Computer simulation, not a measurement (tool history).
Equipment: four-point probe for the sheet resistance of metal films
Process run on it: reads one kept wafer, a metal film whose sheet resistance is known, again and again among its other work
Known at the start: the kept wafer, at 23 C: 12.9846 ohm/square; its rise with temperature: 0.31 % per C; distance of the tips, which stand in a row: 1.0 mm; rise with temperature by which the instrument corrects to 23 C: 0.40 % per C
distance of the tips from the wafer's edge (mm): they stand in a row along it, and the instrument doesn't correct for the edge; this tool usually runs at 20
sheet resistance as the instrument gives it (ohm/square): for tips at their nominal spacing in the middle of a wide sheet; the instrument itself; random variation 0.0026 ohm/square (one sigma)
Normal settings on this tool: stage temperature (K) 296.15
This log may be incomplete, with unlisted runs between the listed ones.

run,hour,stage temperature (K),distance of the tips from the wafer's edge (mm),sheet resistance as the instrument gives it (ohm/square)
1,0.0,296.15,20,13.152497
2,36.2,296.15,3,13.882544
3,86.7,296.15,3,13.885465
4,138.0,296.15,3,13.882385
5,176.7,296.15,3,13.887200
6,226.9,296.15,46,13.151204

What does the tool deliver on the next run?
7,293.2,308.15,11,?

sheet resistance as the instrument gives it (ohm/square): 13.064415
Were there no unlogged condition in the tool, this run, its random variation unchanged, would have produced sheet resistance as the instrument gives it (ohm/square) 12.898165.
